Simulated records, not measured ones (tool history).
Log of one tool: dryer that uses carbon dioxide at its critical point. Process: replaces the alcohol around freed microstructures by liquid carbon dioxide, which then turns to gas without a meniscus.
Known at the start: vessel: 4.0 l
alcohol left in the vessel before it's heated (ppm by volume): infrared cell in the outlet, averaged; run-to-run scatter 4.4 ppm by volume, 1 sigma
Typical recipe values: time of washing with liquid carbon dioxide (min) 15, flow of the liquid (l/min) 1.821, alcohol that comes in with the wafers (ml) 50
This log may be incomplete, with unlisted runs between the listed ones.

run	hour	time of washing with liquid carbon dioxide (min)	flow of the liquid (l/min)	alcohol that comes in with the wafers (ml)	alcohol left in the vessel before it's heated (ppm by volume)
1	0	15	1.821	50	57
2	18.1	15	1.67	50	72
3	33.9	15	1.821	50	65
4	45.3	12	1.821	50	148
5	60.9	12	1.821	50	156
6	78.4	12	1.821	50	158
7	93.3	12	1.821	50	172
8	110.9	15	2.6	50	23
9	121.5	15	2.15	50	41
10	129.9	15	2.15	50	45
11	140.5	15	2.15	50	40
12	150	15	1.821	43	79
13	158.6	15	1.821	43	78
14	174.7	10	1.821	57	485
15	191.8	12	1.82	38	177
16	203	12	1.82	38	183
17	216.1	15	1.73	75	177
18	229.2	15	1.821	48	115

The next listed run, before its measurement:
# hour 243.7: inlet filter changed
19	244.7	9	1.821	70	?

Run 19 produced alcohol left in the vessel before it's heated (ppm by volume) 475.
Take away the tool's hidden state, keep the run-to-run variation as it was, and the same run would have given alcohol left in the vessel before it's heated (ppm by volume) 452.

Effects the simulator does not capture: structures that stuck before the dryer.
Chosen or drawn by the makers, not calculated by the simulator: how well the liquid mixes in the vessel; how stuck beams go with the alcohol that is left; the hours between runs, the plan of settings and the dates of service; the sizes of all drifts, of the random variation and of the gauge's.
